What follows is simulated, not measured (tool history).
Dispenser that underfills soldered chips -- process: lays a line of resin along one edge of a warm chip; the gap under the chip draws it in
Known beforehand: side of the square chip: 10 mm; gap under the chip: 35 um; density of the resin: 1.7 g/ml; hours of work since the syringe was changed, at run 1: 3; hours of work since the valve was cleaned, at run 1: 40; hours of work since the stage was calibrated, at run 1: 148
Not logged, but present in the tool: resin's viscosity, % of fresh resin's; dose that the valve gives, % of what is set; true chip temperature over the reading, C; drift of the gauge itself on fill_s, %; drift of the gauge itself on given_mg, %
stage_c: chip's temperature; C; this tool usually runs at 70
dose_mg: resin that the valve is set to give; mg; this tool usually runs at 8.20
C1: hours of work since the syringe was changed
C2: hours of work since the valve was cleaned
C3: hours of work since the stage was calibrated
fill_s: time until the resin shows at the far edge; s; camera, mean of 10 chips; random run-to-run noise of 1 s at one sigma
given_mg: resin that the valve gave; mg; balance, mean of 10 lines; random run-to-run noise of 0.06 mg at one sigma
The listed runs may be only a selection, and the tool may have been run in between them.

run 1 day=0.000 | stage_c=70 dose_mg=8.20 | C1=3 C2=40 C3=148 | fill_s=122.2 given_mg=7.92
-- day=0.354 new syringe of resin
run 2 day=0.408 | stage_c=70 dose_mg=8.20 | C1=1 C2=46 C3=154 | fill_s=112.6 given_mg=8.04
run 3 day=0.738 | stage_c=70 dose_mg=8.20 | C1=6 C2=51 C3=159 | fill_s=144.1 given_mg=7.89
-- day=0.904 new syringe of resin
run 4 day=1.112 | stage_c=70 dose_mg=8.20 | C1=3 C2=56 C3=164 | fill_s=125.8 given_mg=7.89
-- day=1.446 new syringe of resin
run 5 day=1.567 | stage_c=70 dose_mg=8.20 | C1=2 C2=62 C3=170 | fill_s=117.4 given_mg=7.88
run 6 day=1.883 | stage_c=70 dose_mg=8.20 | C1=6 C2=67 C3=175 | fill_s=151.1 given_mg=7.81
-- day=2.004 new syringe of resin
run 7 day=2.233 | stage_c=70 dose_mg=8.20 | C1=3 C2=72 C3=180 | fill_s=129.7 given_mg=7.80
run 8 day=2.462 | stage_c=79 dose_mg=8.20 | C1=7 C2=75 C3=183 | fill_s=99.8 given_mg=7.64
-- day=2.579 new syringe of resin
run 9 day=2.704 | stage_c=70 dose_mg=9.42 | C1=2 C2=78 C3=186 | fill_s=115.7 given_mg=8.87
run 10 day=3.088 | stage_c=70 dose_mg=9.42 | C1=7 C2=84 C3=192 | fill_s=155.9 given_mg=8.84
-- day=3.133 new syringe of resin
run 11 day=3.462 | stage_c=70 dose_mg=9.55 | C1=5 C2=89 C3=197 | fill_s=134.2 given_mg=8.93
-- day=3.683 new syringe of resin
run 12 day=3.754 | stage_c=70 dose_mg=9.55 | C1=1 C2=93 C3=201 | fill_s=110.9 given_mg=8.89
run 13 day=4.096 | stage_c=70 dose_mg=8.20 | C1=6 C2=98 C3=206 | fill_s=144.4 given_mg=7.56
-- day=4.233 new syringe of resin
run 14 day=4.429 | stage_c=58 dose_mg=8.20 | C1=3 C2=103 C3=211 | fill_s=242.2 given_mg=7.59
run 15 day=4.671 | stage_c=77 dose_mg=8.20 | C1=6 C2=106 C3=214 | fill_s=108.4 given_mg=7.51
-- day=4.804 new syringe of resin
-- day=4.888 dispensing valve cleaned and set on the balance
run 16 day=4.971 | stage_c=70 dose_mg=8.20 | C1=2 C2=1 C3=218 | fill_s=117.8 given_mg=8.07
-- day=5.383 new syringe of resin
run 17 day=5.392 | stage_c=70 dose_mg=9.42 | C1=0 C2=7 C3=224 | fill_s=106.6 given_mg=9.30
run 18 day=5.604 | stage_c=68 dose_mg=8.20 | C1=3 C2=10 C3=227 | fill_s=140.1 given_mg=8.15
-- day=5.942 new syringe of resin
run 19 day=6.054 | stage_c=79 dose_mg=8.18 | C1=2 C2=16 C3=233 | fill_s=76.2 given_mg=8.03
-- day=6.483 new syringe of resin
run 20 day=6.500 | stage_c=70 dose_mg=7.11 | C1=0 C2=23 C3=239 | fill_s=117.2 given_mg=6.82
run 21 day=6.838 | stage_c=84 dose_mg=7.21 | C1=5 C2=28 C3=244 | fill_s=73.2 given_mg=7.06
-- day=7.038 new syringe of resin
run 22 day=7.162 | stage_c=70 dose_mg=10.39 | C1=2 C2=32 C3=249 | fill_s=115.2 given_mg=10.20
run 23 day=7.446 | stage_c=70 dose_mg=10.39 | C1=6 C2=36 C3=253 | fill_s=142.9 given_mg=10.13
-- day=7.583 new syringe of resin
run 24 day=7.875 | stage_c=56 dose_mg=8.66 | C1=4 C2=42 C3=259 | fill_s=281.8 given_mg=8.39
-- day=8.158 new syringe of resin
run 25 day=8.275 | stage_c=60 dose_mg=9.34 | C1=2 C2=48 C3=264 | fill_s=198.2 given_mg=9.00
-- day=8.721 new syringe of resin
run 26 day=8.721 | stage_c=60 dose_mg=9.34 | C1=0 C2=54 C3=271 | fill_s=184.5 given_mg=9.15
run 27 day=9.188 | stage_c=60 dose_mg=9.34 | C1=7 C2=61 C3=277 | fill_s=262.3 given_mg=8.87
-- day=9.254 new syringe of resin
run 28 day=9.488 | stage_c=58 dose_mg=10.09 | C1=3 C2=65 C3=282 | fill_s=242.2 given_mg=9.55
-- day=9.808 new syringe of resin
run 29 day=9.962 | stage_c=83 dose_mg=9.82 | C1=2 C2=72 C3=288 | fill_s=64.8 given_mg=9.19
run 30 day=10.300 | stage_c=83 dose_mg=9.82 | C1=7 C2=77 C3=293 | fill_s=82.7 given_mg=9.30
-- day=10.371 new syringe of resin
run 31 day=10.608 | stage_c=83 dose_mg=9.82 | C1=3 C2=81 C3=297 | fill_s=68.7 given_mg=9.29
-- day=10.912 new syringe of resin
run 32 day=10.912 | stage_c=72 dose_mg=8.52 | C1=0 C2=85 C3=302 | fill_s=100.4 given_mg=8.08
run 33 day=11.346 | stage_c=67 dose_mg=8.06 | C1=6 C2=91 C3=308 | fill_s=182.7 given_mg=7.55
-- day=11.450 new syringe of resin
run 34 day=11.567 | stage_c=63 dose_mg=7.53 | C1=2 C2=94 C3=311 | fill_s=187.2 given_mg=7.09
-- day=12.008 new syringe of resin
run 35 day=12.083 | stage_c=63 dose_mg=7.53 | C1=1 C2=102 C3=318 | fill_s=182.7 given_mg=6.85

Below are 4 alternative next runs, each starting from the tool's condition after run 35. Predict each:
run A day=12.462 | stage_c=74 dose_mg=8.26 | C1=7 C2=107 C3=324 | fill_s=? given_mg=?
run B day=12.462 | stage_c=78 dose_mg=8.20 | C1=7 C2=107 C3=324 | fill_s=? given_mg=?
run C day=12.462 | stage_c=63 dose_mg=8.00 | C1=7 C2=107 C3=324 | fill_s=? given_mg=?
run D day=12.462 | stage_c=71 dose_mg=8.55 | C1=7 C2=107 C3=324 | fill_s=? given_mg=?

run=A fill_s=131.8 given_mg=7.62
run=B fill_s=109.7 given_mg=7.43
run=C fill_s=234.7 given_mg=7.30
run=D fill_s=152.8 given_mg=7.85
Had the tool no hidden state, the same runs would have come out as:
run=A fill_s=81.8 given_mg=8.28
run=B fill_s=68.4 given_mg=8.08
run=C fill_s=144.5 given_mg=7.93
run=D fill_s=95.1 given_mg=8.53
